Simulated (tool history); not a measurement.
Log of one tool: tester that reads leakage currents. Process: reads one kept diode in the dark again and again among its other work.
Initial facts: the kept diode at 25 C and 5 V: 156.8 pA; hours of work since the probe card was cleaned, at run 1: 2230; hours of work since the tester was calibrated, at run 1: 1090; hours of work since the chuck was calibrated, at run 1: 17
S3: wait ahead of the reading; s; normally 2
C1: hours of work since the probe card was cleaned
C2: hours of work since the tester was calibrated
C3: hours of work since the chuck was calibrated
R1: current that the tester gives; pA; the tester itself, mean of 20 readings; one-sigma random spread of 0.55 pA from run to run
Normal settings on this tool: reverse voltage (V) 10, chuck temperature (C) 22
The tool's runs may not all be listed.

run 1 hour=0 | reverse_voltage_(V)=10 chuck_temperature_(C)=22 S3=2 | C1=2230 C2=1090 C3=17 | R1=188.26
run 2 hour=141 | reverse_voltage_(V)=10 chuck_temperature_(C)=22 S3=2 | C1=2307 C2=1168 C3=95 | R1=187.55
run 3 hour=254.3 | reverse_voltage_(V)=10 chuck_temperature_(C)=36 S3=2 | C1=2369 C2=1230 C3=157 | R1=558.27
run 4 hour=373 | reverse_voltage_(V)=10 chuck_temperature_(C)=36 S3=2 | C1=2435 C2=1295 C3=223 | R1=556.57
run 5 hour=449.5 | reverse_voltage_(V)=10 chuck_temperature_(C)=22 S3=2 | C1=2477 C2=1337 C3=265 | R1=185.7
run 6 hour=547.3 | reverse_voltage_(V)=10 chuck_temperature_(C)=22 S3=2 | C1=2531 C2=1391 C3=318 | R1=184.35
run 7 hour=613.6 | reverse_voltage_(V)=10 chuck_temperature_(C)=22 S3=2 | C1=2567 C2=1428 C3=355 | R1=184.12
run 8 hour=740.4 | reverse_voltage_(V)=10 chuck_temperature_(C)=22 S3=1 | C1=2637 C2=1497 C3=425 | R1=182.51
run 9 hour=863.3 | reverse_voltage_(V)=10 chuck_temperature_(C)=22 S3=1 | C1=2704 C2=1565 C3=492 | R1=182.44
run 10 hour=955.2 | reverse_voltage_(V)=10 chuck_temperature_(C)=22 S3=1 | C1=2755 C2=1615 C3=543 | R1=182.51
run 11 hour=1032.7 | reverse_voltage_(V)=10 chuck_temperature_(C)=21 S3=2 | C1=2798 C2=1658 C3=585 | R1=167.03
run 12 hour=1170.2 | reverse_voltage_(V)=10 chuck_temperature_(C)=22 S3=0.92 | C1=2873 C2=1734 C3=661 | R1=179.49
run 13 hour=1317.3 | reverse_voltage_(V)=3.1 chuck_temperature_(C)=22 S3=2 | C1=2954 C2=1815 C3=742 | R1=89.24
run 14 hour=1383.3 | reverse_voltage_(V)=3.1 chuck_temperature_(C)=22 S3=3.97 | C1=2991 C2=1851 C3=778 | R1=88.41
run 15 hour=1462.2 | reverse_voltage_(V)=3.1 chuck_temperature_(C)=22 S3=3.97 | C1=3034 C2=1894 C3=822 | R1=88.22
run 16 hour=1597.6 | reverse_voltage_(V)=1.3 chuck_temperature_(C)=22 S3=2 | C1=3108 C2=1969 C3=896 | R1=52.63
run 17 hour=1744.3 | reverse_voltage_(V)=1.3 chuck_temperature_(C)=22 S3=3.17 | C1=3189 C2=2049 C3=977 | R1=52.51
run 18 hour=1831.2 | reverse_voltage_(V)=1.3 chuck_temperature_(C)=22 S3=0.34 | C1=3237 C2=2097 C3=1025 | R1=52.45
-- hour=1906.8 probe card cleaned and baked
run 19 hour=1906.8 | reverse_voltage_(V)=1.3 chuck_temperature_(C)=22 S3=0.34 | C1=0 C2=2137 C3=1065 | R1=50.45
run 20 hour=1993.3 | reverse_voltage_(V)=1.3 chuck_temperature_(C)=22 S3=0.34 | C1=48 C2=2185 C3=1112 | R1=50.02
run 21 hour=2065.5 | reverse_voltage_(V)=4.3 chuck_temperature_(C)=56 S3=2 | C1=87 C2=2225 C3=1152 | R1=1336.9
run 22 hour=2179.8 | reverse_voltage_(V)=4.3 chuck_temperature_(C)=56 S3=2 | C1=150 C2=2287 C3=1215 | R1=1329.57
run 23 hour=2247.5 | reverse_voltage_(V)=4.3 chuck_temperature_(C)=56 S3=2 | C1=187 C2=2325 C3=1252 | R1=1325.77
-- hour=2372.7 chuck's temperature calibrated
run 24 hour=2394.4 | reverse_voltage_(V)=10 chuck_temperature_(C)=22 S3=0.47 | C1=267 C2=2404 C3=12 | R1=180.89
run 25 hour=2524.7 | reverse_voltage_(V)=10 chuck_temperature_(C)=22 S3=0.47 | C1=339 C2=2476 C3=84 | R1=180.1
run 26 hour=2650.3 | reverse_voltage_(V)=10 chuck_temperature_(C)=46 S3=2 | C1=408 C2=2545 C3=153 | R1=1158.86
run 27 hour=2758 | reverse_voltage_(V)=10 chuck_temperature_(C)=46 S3=2 | C1=467 C2=2604 C3=212 | R1=1156.35
run 28 hour=2840.5 | reverse_voltage_(V)=4 chuck_temperature_(C)=30 S3=5.3 | C1=513 C2=2650 C3=257 | R1=201.43
run 29 hour=2992.1 | reverse_voltage_(V)=4 chuck_temperature_(C)=30 S3=3.28 | C1=596 C2=2733 C3=341 | R1=199.4
run 30 hour=3133.9 | reverse_voltage_(V)=2 chuck_temperature_(C)=52 S3=6.16 | C1=674 C2=2811 C3=419 | R1=698.32
run 31 hour=3247.6 | reverse_voltage_(V)=10 chuck_temperature_(C)=36 S3=0.6 | C1=736 C2=2874 C3=481 | R1=532.35
run 32 hour=3379 | reverse_voltage_(V)=10 chuck_temperature_(C)=36 S3=0.6 | C1=809 C2=2946 C3=554 | R1=530.24
run 33 hour=3509.7 | reverse_voltage_(V)=9.2 chuck_temperature_(C)=26 S3=1.45 | C1=881 C2=3018 C3=626 | R1=227.26
run 34 hour=3585.8 | reverse_voltage_(V)=10 chuck_temperature_(C)=28 S3=6.63 | C1=922 C2=3060 C3=667 | R1=277.84
run 35 hour=3735.6 | reverse_voltage_(V)=10 chuck_temperature_(C)=22 S3=2.01 | C1=1005 C2=3142 C3=750 | R1=168.53

Below are 3 alternative next runs, each starting from the tool's condition after run 35. Predict each:
run A hour=3833.8 | reverse_voltage_(V)=10 chuck_temperature_(C)=21 S3=1.29 | C1=1059 C2=3196 C3=804 | R1=?
run B hour=3833.8 | reverse_voltage_(V)=15.1 chuck_temperature_(C)=20 S3=2.01 | C1=1059 C2=3196 C3=804 | R1=?
run C hour=3833.8 | reverse_voltage_(V)=10 chuck_temperature_(C)=37 S3=0.5 | C1=1059 C2=3196 C3=804 | R1=?

run=A R1=155.21
run=B R1=181.17
run=C R1=559.77
Take away the tool's hidden state, keep each run's random variation, and the runs would have read:
run=A R1=166.46
run=B R1=192.66
run=C R1=608.78

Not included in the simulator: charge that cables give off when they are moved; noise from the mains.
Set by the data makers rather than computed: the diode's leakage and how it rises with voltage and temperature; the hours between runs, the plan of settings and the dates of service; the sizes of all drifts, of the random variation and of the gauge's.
